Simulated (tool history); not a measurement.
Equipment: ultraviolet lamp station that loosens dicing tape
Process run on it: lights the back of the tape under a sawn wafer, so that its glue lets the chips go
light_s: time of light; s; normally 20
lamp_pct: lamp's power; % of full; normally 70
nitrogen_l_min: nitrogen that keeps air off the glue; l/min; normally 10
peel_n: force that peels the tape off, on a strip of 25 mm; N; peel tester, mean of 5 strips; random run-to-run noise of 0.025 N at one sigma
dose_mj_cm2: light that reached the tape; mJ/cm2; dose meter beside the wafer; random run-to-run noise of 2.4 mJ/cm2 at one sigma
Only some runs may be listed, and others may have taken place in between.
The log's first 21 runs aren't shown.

Run 22, day 30.208: usual settings but nitrogen_l_min 3 l/min. Result: peel_n 3.73 N, dose_mj_cm2 184 mJ/cm2.
Run 23, day 31.225: usual settings. Result: peel_n 2.14 N, dose_mj_cm2 182 mJ/cm2.
Run 24, day 32.5: usual settings but light_s 19 s, nitrogen_l_min 3 l/min. Result: peel_n 4.042 N, dose_mj_cm2 171 mJ/cm2.
Run 25, day 33.462: usual settings but light_s 19 s, nitrogen_l_min 3 l/min. Result: peel_n 3.919 N, dose_mj_cm2 178 mJ/cm2.
Run 26, day 34.529: usual settings but light_s 26 s, nitrogen_l_min 19 l/min. Result: peel_n 0.989 N, dose_mj_cm2 237 mJ/cm2.
Run 27, day 35.492: usual settings but lamp_pct 72 % of full, nitrogen_l_min 7 l/min. Result: peel_n 2.549 N, dose_mj_cm2 188 mJ/cm2.
Run 28, day 36.604: usual settings but light_s 27 s, lamp_pct 81 % of full, nitrogen_l_min 3 l/min. Result: peel_n 2.335 N, dose_mj_cm2 281 mJ/cm2.
Run 29, day 37.85: usual settings but light_s 27 s, lamp_pct 81 % of full, nitrogen_l_min 3 l/min. Result: peel_n 2.314 N, dose_mj_cm2 281 mJ/cm2.
Run 30, day 39.421: usual settings but light_s 27 s, lamp_pct 81 % of full, nitrogen_l_min 3 l/min. Result: peel_n 2.36 N, dose_mj_cm2 276 mJ/cm2.
Run 31, day 40.921: usual settings but light_s 14 s, nitrogen_l_min 7 l/min. Result: peel_n 3.982 N, dose_mj_cm2 122 mJ/cm2.
Run 32, day 43.038: usual settings but light_s 22 s, lamp_pct 97 % of full, nitrogen_l_min 13 l/min. Result: peel_n 0.94 N, dose_mj_cm2 264 mJ/cm2.
Run 33, day 44.846: usual settings but light_s 17 s, nitrogen_l_min 16 l/min. Result: peel_n 2.404 N, dose_mj_cm2 145 mJ/cm2.
Run 34, day 46.592: usual settings but light_s 11 s, lamp_pct 79 % of full, nitrogen_l_min 7 l/min. Result: peel_n 4.45 N, dose_mj_cm2 105 mJ/cm2.
Run 35, day 47.546: usual settings but light_s 40 s, nitrogen_l_min 12 l/min. Result: peel_n 0.563 N, dose_mj_cm2 342 mJ/cm2.
Run 36, day 49.383: usual settings but light_s 27 s. Result: peel_n 1.495 N, dose_mj_cm2 234 mJ/cm2.
Run 37, day 50.833: usual settings but light_s 27 s. Result: peel_n 1.574 N, dose_mj_cm2 232 mJ/cm2.
Run 38, day 52.908: usual settings but light_s 27 s. Result: peel_n 1.598 N, dose_mj_cm2 230 mJ/cm2.
Run 39, day 53.771: usual settings but light_s 10 s, lamp_pct 96 % of full, nitrogen_l_min 6 l/min. Result: peel_n 4.423 N, dose_mj_cm2 114 mJ/cm2.
Run 40, day 55.179: usual settings but light_s 18 s, lamp_pct 72 % of full, nitrogen_l_min 17 l/min. Result: peel_n 2.178 N, dose_mj_cm2 153 mJ/cm2.
Run 41, day 56.833: usual settings but light_s 40 s, lamp_pct 91 % of full. Result: peel_n 0.373 N, dose_mj_cm2 426 mJ/cm2.
At day 57.721: lamp changed.
Run 42, day 57.95: usual settings but lamp_pct 82 % of full, nitrogen_l_min 4 l/min. Result: peel_n 1.988 N, dose_mj_cm2 279 mJ/cm2.

Consider 5 possible next runs. They are alternatives, not a sequence: every one starts from the tool as it was left by run 42. What does each give?
Run A, day 59.858: usual settings but light_s 12 s, lamp_pct 65 % of full, nitrogen_l_min 13 l/min. Result: peel_n ?, dose_mj_cm2 ?.
Run B, day 59.858: usual settings but light_s 15 s, lamp_pct 74 % of full, nitrogen_l_min 4 l/min. Result: peel_n ?, dose_mj_cm2 ?.
Run C, day 59.858: usual settings but light_s 11 s, nitrogen_l_min 4 l/min. Result: peel_n ?, dose_mj_cm2 ?.
Run D, day 59.858: usual settings but light_s 38 s, lamp_pct 87 % of full, nitrogen_l_min 5 l/min. Result: peel_n ?, dose_mj_cm2 ?.
Run E, day 59.858: usual settings but light_s 23 s, lamp_pct 75 % of full, nitrogen_l_min 14 l/min. Result: peel_n ?, dose_mj_cm2 ?.

run  peel_n  dose_mj_cm2
  A   2.988          134
  B   3.247          188
  C   4.543          134
  D   0.335          566
  E   0.705          297
With no hidden state in the tool, these same runs would have given:
run  peel_n  dose_mj_cm2
  A   2.715          145
  B   2.973          204
  C   4.273          145
  D   0.268          613
  E   0.578          321
